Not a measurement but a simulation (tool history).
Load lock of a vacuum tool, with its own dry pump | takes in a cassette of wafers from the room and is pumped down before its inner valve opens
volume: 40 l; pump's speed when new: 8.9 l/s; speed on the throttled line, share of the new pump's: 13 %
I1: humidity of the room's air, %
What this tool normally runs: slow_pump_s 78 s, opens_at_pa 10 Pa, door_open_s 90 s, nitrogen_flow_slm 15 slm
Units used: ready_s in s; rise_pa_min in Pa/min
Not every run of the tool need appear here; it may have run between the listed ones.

{"run": 1, "hour": 0.0, "slow_pump_s": 78, "opens_at_pa": 10, "door_open_s": 90, "nitrogen_flow_slm": 15, "I1": 46.5, "ready_s": 114.6, "rise_pa_min": 0.491}
{"run": 2, "hour": 153.6, "slow_pump_s": 147, "opens_at_pa": 10, "door_open_s": 90, "nitrogen_flow_slm": 15, "I1": 46.0, "ready_s": 170.8, "rise_pa_min": 0.503}
{"run": 3, "hour": 260.9, "slow_pump_s": 47, "opens_at_pa": 10, "door_open_s": 90, "nitrogen_flow_slm": 15, "I1": 48.1, "ready_s": 87.7, "rise_pa_min": 0.515}
{"run": 4, "hour": 389.0, "slow_pump_s": 47, "opens_at_pa": 10, "door_open_s": 90, "nitrogen_flow_slm": 15, "I1": 44.2, "ready_s": 87.6, "rise_pa_min": 0.542}
{"run": 5, "hour": 529.4, "slow_pump_s": 47, "opens_at_pa": 10, "door_open_s": 90, "nitrogen_flow_slm": 11, "I1": 44.5, "ready_s": 88.3, "rise_pa_min": 0.556}
{"run": 6, "hour": 667.2, "slow_pump_s": 47, "opens_at_pa": 10, "door_open_s": 90, "nitrogen_flow_slm": 11, "I1": 44.6, "ready_s": 88.1, "rise_pa_min": 0.576}
{"run": 7, "hour": 804.4, "slow_pump_s": 47, "opens_at_pa": 10, "door_open_s": 90, "nitrogen_flow_slm": 11, "I1": 44.2, "ready_s": 88.1, "rise_pa_min": 0.594}
{"run": 8, "hour": 956.0, "slow_pump_s": 78, "opens_at_pa": 10, "door_open_s": 45, "nitrogen_flow_slm": 15, "I1": 42.4, "ready_s": 114.1, "rise_pa_min": 0.582}
{"run": 9, "hour": 1041.3, "slow_pump_s": 78, "opens_at_pa": 10, "door_open_s": 56, "nitrogen_flow_slm": 15, "I1": 45.1, "ready_s": 114.5, "rise_pa_min": 0.588}
{"run": 10, "hour": 1212.9, "slow_pump_s": 78, "opens_at_pa": 10, "door_open_s": 56, "nitrogen_flow_slm": 15, "I1": 47.5, "ready_s": 114.9, "rise_pa_min": 0.618}
{"run": 11, "hour": 1398.0, "slow_pump_s": 78, "opens_at_pa": 10, "door_open_s": 90, "nitrogen_flow_slm": 15, "I1": 44.7, "ready_s": 115.4, "rise_pa_min": 0.641}
{"run": 12, "hour": 1535.7, "slow_pump_s": 78, "opens_at_pa": 10, "door_open_s": 90, "nitrogen_flow_slm": 15, "I1": 46.1, "ready_s": 114.6, "rise_pa_min": 0.66}
{"run": 13, "hour": 1630.6, "slow_pump_s": 78, "opens_at_pa": 10, "door_open_s": 90, "nitrogen_flow_slm": 9, "I1": 46.4, "ready_s": 114.4, "rise_pa_min": 0.688}
{"run": 14, "hour": 1717.0, "slow_pump_s": 78, "opens_at_pa": 10, "door_open_s": 90, "nitrogen_flow_slm": 9, "I1": 45.8, "ready_s": 114.7, "rise_pa_min": 0.71}
{"run": 15, "hour": 1844.3, "slow_pump_s": 78, "opens_at_pa": 14, "door_open_s": 90, "nitrogen_flow_slm": 28, "I1": 42.9, "ready_s": 114.6, "rise_pa_min": 0.694}
{"hour": 1927.4, "done": "door's seal changed, seat wiped"}
{"run": 16, "hour": 1947.2, "slow_pump_s": 78, "opens_at_pa": 14, "door_open_s": 90, "nitrogen_flow_slm": 28, "I1": 43.2, "ready_s": 113.6, "rise_pa_min": 0.045}
{"run": 17, "hour": 2113.2, "slow_pump_s": 130, "opens_at_pa": 10, "door_open_s": 90, "nitrogen_flow_slm": 15, "I1": 45.8, "ready_s": 159.2, "rise_pa_min": 0.065}
{"run": 18, "hour": 2241.8, "slow_pump_s": 130, "opens_at_pa": 10, "door_open_s": 90, "nitrogen_flow_slm": 15, "I1": 44.5, "ready_s": 159.6, "rise_pa_min": 0.061}
{"run": 19, "hour": 2348.5, "slow_pump_s": 130, "opens_at_pa": 10, "door_open_s": 90, "nitrogen_flow_slm": 15, "I1": 44.2, "ready_s": 159.3, "rise_pa_min": 0.068}
{"run": 20, "hour": 2511.3, "slow_pump_s": 125, "opens_at_pa": 14, "door_open_s": 54, "nitrogen_flow_slm": 5, "I1": 44.3, "ready_s": 151.9, "rise_pa_min": 0.069}
{"run": 21, "hour": 2707.2, "slow_pump_s": 125, "opens_at_pa": 14, "door_open_s": 54, "nitrogen_flow_slm": 5, "I1": 47.1, "ready_s": 153.1, "rise_pa_min": 0.079}
{"run": 22, "hour": 2797.9, "slow_pump_s": 125, "opens_at_pa": 14, "door_open_s": 54, "nitrogen_flow_slm": 5, "I1": 44.5, "ready_s": 154.0, "rise_pa_min": 0.083}
{"run": 23, "hour": 2960.9, "slow_pump_s": 125, "opens_at_pa": 8, "door_open_s": 67, "nitrogen_flow_slm": 5, "I1": 46.3, "ready_s": 156.1, "rise_pa_min": 0.096}

5 options for the next run, each taken on its own from the tool as it stands now. Forecast them:
{"run": "A", "hour": 3150.4, "slow_pump_s": 78, "opens_at_pa": 10, "door_open_s": 90, "nitrogen_flow_slm": 22, "I1": 46.4, "ready_s": "?", "rise_pa_min": "?"}
{"run": "B", "hour": 3150.4, "slow_pump_s": 125, "opens_at_pa": 9, "door_open_s": 67, "nitrogen_flow_slm": 5, "I1": 42.5, "ready_s": "?", "rise_pa_min": "?"}
{"run": "C", "hour": 3150.4, "slow_pump_s": 154, "opens_at_pa": 7, "door_open_s": 82, "nitrogen_flow_slm": 5, "I1": 42.8, "ready_s": "?", "rise_pa_min": "?"}
{"run": "D", "hour": 3150.4, "slow_pump_s": 129, "opens_at_pa": 8, "door_open_s": 197, "nitrogen_flow_slm": 33, "I1": 51.4, "ready_s": "?", "rise_pa_min": "?"}
{"run": "E", "hour": 3150.4, "slow_pump_s": 149, "opens_at_pa": 8, "door_open_s": 149, "nitrogen_flow_slm": 5, "I1": 45.5, "ready_s": "?", "rise_pa_min": "?"}

run=A ready_s=115.1 rise_pa_min=0.077
run=B ready_s=156.3 rise_pa_min=0.096
run=C ready_s=181.5 rise_pa_min=0.110
run=D ready_s=159.5 rise_pa_min=0.105
run=E ready_s=177.4 rise_pa_min=0.152
With no hidden state in the tool, these same runs would have given:
run=A ready_s=108.2 rise_pa_min=0.042
run=B ready_s=150.6 rise_pa_min=0.062
run=C ready_s=176.5 rise_pa_min=0.074
run=D ready_s=153.9 rise_pa_min=0.070
run=E ready_s=172.3 rise_pa_min=0.117
